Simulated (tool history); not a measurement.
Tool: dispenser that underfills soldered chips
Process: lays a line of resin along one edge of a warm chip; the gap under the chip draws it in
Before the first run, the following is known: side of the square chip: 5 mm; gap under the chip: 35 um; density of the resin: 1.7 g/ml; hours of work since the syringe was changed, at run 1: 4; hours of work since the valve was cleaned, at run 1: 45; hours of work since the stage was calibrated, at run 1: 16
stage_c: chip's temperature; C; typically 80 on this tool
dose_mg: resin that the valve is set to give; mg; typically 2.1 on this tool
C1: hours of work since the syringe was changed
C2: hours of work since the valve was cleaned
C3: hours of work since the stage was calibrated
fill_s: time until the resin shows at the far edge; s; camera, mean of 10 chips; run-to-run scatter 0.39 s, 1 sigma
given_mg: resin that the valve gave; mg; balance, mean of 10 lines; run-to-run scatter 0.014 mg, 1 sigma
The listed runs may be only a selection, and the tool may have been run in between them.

Run 1, hour 0: usual settings; C1 4; C2 45; C3 16. Result: fill_s 32.5 s, given_mg 2.02 mg.
Run 2, hour 4.7: usual settings; C1 7; C2 48; C3 19. Result: fill_s 41.4 s, given_mg 2 mg.
At hour 8.3: new syringe of resin.
Run 3, hour 9.4: usual settings; C1 1; C2 51; C3 23. Result: fill_s 25.6 s, given_mg 2.01 mg.
Run 4, hour 13.2: usual settings but dose_mg 2.2 mg; C1 4; C2 54; C3 25. Result: fill_s 30.9 s, given_mg 2.1 mg.
Run 5, hour 18.4: usual settings but dose_mg 2.2 mg; C1 7; C2 58; C3 29. Result: fill_s 39.4 s, given_mg 2.07 mg.
Run 6, hour 20.7: usual settings but dose_mg 2.2 mg; C1 9; C2 60; C3 31. Result: fill_s 45.8 s, given_mg 2.08 mg.
At hour 21.9: new syringe of resin.
Run 7, hour 24.2: usual settings but dose_mg 2.2 mg; C1 2; C2 62; C3 33. Result: fill_s 27.2 s, given_mg 2.08 mg.
Run 8, hour 26.3: usual settings but dose_mg 2.2 mg; C1 3; C2 64; C3 35. Result: fill_s 30.7 s, given_mg 2.1 mg.
Run 9, hour 29.6: usual settings but dose_mg 2.2 mg; C1 6; C2 66; C3 37. Result: fill_s 35.8 s, given_mg 2.09 mg.
Run 10, hour 33: usual settings but dose_mg 2.2 mg; C1 8; C2 68; C3 40. Result: fill_s 41.1 s, given_mg 2.07 mg.
At hour 35.5: new syringe of resin.
Run 11, hour 36: usual settings but dose_mg 2.2 mg; C1 0; C2 70; C3 42. Result: fill_s 25.3 s, given_mg 2.08 mg.
Run 12, hour 39.8: usual settings but dose_mg 2.2 mg; C1 3; C2 73; C3 44. Result: fill_s 30.3 s, given_mg 2.09 mg.
Run 13, hour 42: usual settings but dose_mg 2.2 mg; C1 5; C2 75; C3 46. Result: fill_s 35.1 s, given_mg 2.08 mg.
Run 14, hour 44.8: usual settings; C1 7; C2 77; C3 48. Result: fill_s 39.5 s, given_mg 1.97 mg.
At hour 49.1: new syringe of resin.
Run 15, hour 49.5: usual settings but stage_c 77 C, dose_mg 2.13 mg; C1 0; C2 80; C3 51. Result: fill_s 29.2 s, given_mg 1.99 mg.
Run 16, hour 53.9: usual settings but stage_c 77 C, dose_mg 2.13 mg; C1 4; C2 83; C3 55. Result: fill_s 36.5 s, given_mg 1.99 mg.
Run 17, hour 56.6: usual settings but stage_c 83 C, dose_mg 2.52 mg; C1 6; C2 85; C3 57. Result: fill_s 31.5 s, given_mg 2.33 mg.
Run 18, hour 60.2: usual settings but stage_c 82 C, dose_mg 2.36 mg; C1 8; C2 88; C3 59. Result: fill_s 38.3 s, given_mg 2.2 mg.
At hour 62.6: new syringe of resin.
Run 19, hour 64.8: usual settings but stage_c 82 C, dose_mg 2.36 mg; C1 2; C2 91; C3 62. Result: fill_s 25.7 s, given_mg 2.17 mg.
Run 20, hour 68.9: usual settings but stage_c 90 C, dose_mg 2.36 mg; C1 5; C2 94; C3 65. Result: fill_s 22 s, given_mg 2.17 mg.
Run 21, hour 74: usual settings but stage_c 90 C, dose_mg 2.36 mg; C1 8; C2 98; C3 69. Result: fill_s 27.8 s, given_mg 2.17 mg.
At hour 76.3: new syringe of resin.
Run 22, hour 77.1: usual settings but stage_c 74 C, dose_mg 2.53 mg; C1 1; C2 100; C3 71. Result: fill_s 32.5 s, given_mg 2.32 mg.
Run 23, hour 81.5: usual settings but stage_c 75 C; C1 4; C2 103; C3 74. Result: fill_s 40.9 s, given_mg 1.93 mg.
Run 24, hour 83.6: usual settings but stage_c 74 C, dose_mg 2.34 mg; C1 5; C2 105; C3 76. Result: fill_s 45.9 s, given_mg 2.12 mg.
Run 25, hour 87.2: usual settings but stage_c 74 C, dose_mg 2.56 mg; C1 8; C2 107; C3 78. Result: fill_s 52.8 s, given_mg 2.33 mg.
At hour 89.7: new syringe of resin.
Run 26, hour 89.7: usual settings but stage_c 74 C, dose_mg 2.56 mg; C1 0; C2 109; C3 80. Result: fill_s 31.4 s, given_mg 2.34 mg.
Run 27, hour 93.3: usual settings but stage_c 78 C, dose_mg 2.19 mg; C1 3; C2 111; C3 83. Result: fill_s 32.9 s, given_mg 2 mg.
Run 28, hour 98: usual settings but stage_c 78 C, dose_mg 2.19 mg; C1 6; C2 115; C3 86. Result: fill_s 40.7 s, given_mg 1.98 mg.

What if the next run were any one of these 4? Each begins from the tool's condition after run 28:
Run A, hour 102.3: usual settings but stage_c 78 C, dose_mg 2.27 mg; C1 9; C2 118; C3 89. Result: fill_s ?, given_mg ?.
Run B, hour 102.3: usual settings but stage_c 94 C; C1 9; C2 118; C3 89. Result: fill_s ?, given_mg ?.
Run C, hour 102.3: usual settings but dose_mg 2.69 mg; C1 9; C2 118; C3 89. Result: fill_s ?, given_mg ?.
Run D, hour 102.3: usual settings but stage_c 90 C, dose_mg 2.25 mg; C1 9; C2 118; C3 89. Result: fill_s ?, given_mg ?.

run  fill_s  given_mg
  A    50.6      2.07
  B    26.9      1.91
  C    45.3      2.43
  D    31.2      2.02
With the hidden condition removed and each run's random variation left untouched, the same runs would have given:
run  fill_s  given_mg
  A    26.6      2.28
  B    14.2      2.11
  C    24.3      2.69
  D    16.5      2.23
